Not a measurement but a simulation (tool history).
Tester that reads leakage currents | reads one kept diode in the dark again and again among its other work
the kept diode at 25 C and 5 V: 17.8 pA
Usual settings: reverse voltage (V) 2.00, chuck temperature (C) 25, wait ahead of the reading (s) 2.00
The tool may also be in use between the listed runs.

| run | hour | reverse voltage (V) | chuck temperature (C) | wait ahead of the reading (s) | current that the tester gives (pA) |
|---|---|---|---|---|---|
| 1 | 0.0 | 2.00 | 25 | 2.00 | 13.29 |
| 2 | 163.2 | 2.00 | 25 | 2.00 | 13.38 |
| 3 | 339.8 | 2.00 | 25 | 2.00 | 13.60 |
| 4 | 503.3 | 7.85 | 25 | 2.00 | 27.08 |
| 5 | 597.5 | 7.85 | 25 | 2.00 | 27.59 |
| 6 | 728.7 | 2.00 | 26 | 2.00 | 15.07 |
| 7 | 867.3 | 2.00 | 25 | 2.00 | 14.08 |
| 8 | 1041.2 | 2.00 | 25 | 2.00 | 14.23 |
| 9 | 1140.8 | 2.00 | 25 | 2.00 | 14.30 |
| 10 | 1287.9 | 2.00 | 25 | 2.00 | 14.42 |
| 11 | 1426.7 | 2.00 | 25 | 2.00 | 14.52 |
| 12 | 1527.3 | 2.00 | 25 | 2.00 | 14.48 |
| 13 | 1680.3 | 2.00 | 25 | 2.00 | 14.68 |
| 14 | 1814.2 | 2.00 | 25 | 2.00 | 14.81 |
| 15 | 1960.9 | 2.00 | 25 | 2.00 | 14.86 |
| 16 | 2120.5 | 2.00 | 25 | 2.00 | 14.87 |
| 17 | 2293.5 | 2.00 | 25 | 2.00 | 15.17 |
| 18 | 2398.8 | 2.00 | 25 | 2.00 | 15.26 |
|  | 2428.4 | tester calibrated |
| 19 | 2507.7 | 1.52 | 25 | 2.00 | 13.64 |
| 20 | 2652.3 | 9.47 | 25 | 2.00 | 41.26 |
| 21 | 2763.1 | 4.21 | 24 | 1.24 | 23.65 |
| 22 | 2950.8 | 4.21 | 21 | 1.24 | 20.73 |
|  | 3070.1 | chuck's temperature calibrated |
| 23 | 3135.2 | 1.17 | 25 | 2.00 | 12.78 |
| 24 | 3325.6 | 2.00 | 56 | 2.00 | 131.57 |
| 25 | 3489.5 | 2.00 | 56 | 0.58 | 131.38 |
|  | 3560.9 | probe card cleaned and baked |
| 26 | 3572.7 | 2.00 | 56 | 0.58 | 126.36 |
| 27 | 3743.3 | 7.23 | 28 | 0.33 | 31.26 |
| 28 | 3935.8 | 16.35 | 34 | 4.96 | 60.98 |
| 29 | 4081.0 | 2.22 | 45 | 4.96 | 60.76 |
| 30 | 4178.6 | 10.01 | 50 | 0.45 | 161.10 |
| 31 | 4319.5 | 1.95 | 42 | 2.00 | 46.20 |
| 32 | 4439.1 | 1.54 | 24 | 2.00 | 10.85 |
| 33 | 4594.4 | 5.58 | 34 | 0.84 | 41.55 |
| 34 | 4781.2 | 5.58 | 34 | 0.84 | 42.24 |
| 35 | 4862.7 | 3.62 | 44 | 1.58 | 69.45 |
| 36 | 5043.3 | 6.25 | 25 | 1.32 | 24.48 |
| 37 | 5216.5 | 6.25 | 25 | 1.32 | 25.00 |
| 38 | 5325.8 | 6.25 | 25 | 1.32 | 25.40 |

Hidden state or all else? Some run-to-run changes of current that the tester gives (pA), split into what the settings, what came in and random variation would give without the hidden state, and what is left for the hidden state (with any gauge scatter that isn't in both results):
The hidden state here: stray current of the dirty probe card, pA a volt; current scale over the true one, %; true chuck temperature over the reading, C; drift of the gauge itself on leakage_pa, %.
Run 19 -> 20: reverse voltage (V) 1.52 -> 9.47. current that the tester gives (pA) +27.62: hidden state +14.83, all else +12.79.
Run 20 -> 21: reverse voltage (V) 9.47 -> 4.21, chuck temperature (C) 25 -> 24, wait ahead of the reading (s) 2.00 -> 1.24. current that the tester gives (pA) -17.61: hidden state -9.61, all else -8.00.
Run 22 -> 23: reverse voltage (V) 4.21 -> 1.17, chuck temperature (C) 21 -> 25, wait ahead of the reading (s) 1.24 -> 2.00, chuck's temperature calibrated. current that the tester gives (pA) -7.95: hidden state -5.53, all else -2.42.
Run 23 -> 24: reverse voltage (V) 1.17 -> 2.00, chuck temperature (C) 25 -> 56. current that the tester gives (pA) +118.79: hidden state +1.00, all else +117.79.
Run 29 -> 30: reverse voltage (V) 2.22 -> 10.01, chuck temperature (C) 45 -> 50, wait ahead of the reading (s) 4.96 -> 0.45. current that the tester gives (pA) +100.34: hidden state +0.05, all else +100.29.
Run 30 -> 31: reverse voltage (V) 10.01 -> 1.95, chuck temperature (C) 50 -> 42, wait ahead of the reading (s) 0.45 -> 2.00. current that the tester gives (pA) -114.90: hidden state +0.22, all else -115.12.

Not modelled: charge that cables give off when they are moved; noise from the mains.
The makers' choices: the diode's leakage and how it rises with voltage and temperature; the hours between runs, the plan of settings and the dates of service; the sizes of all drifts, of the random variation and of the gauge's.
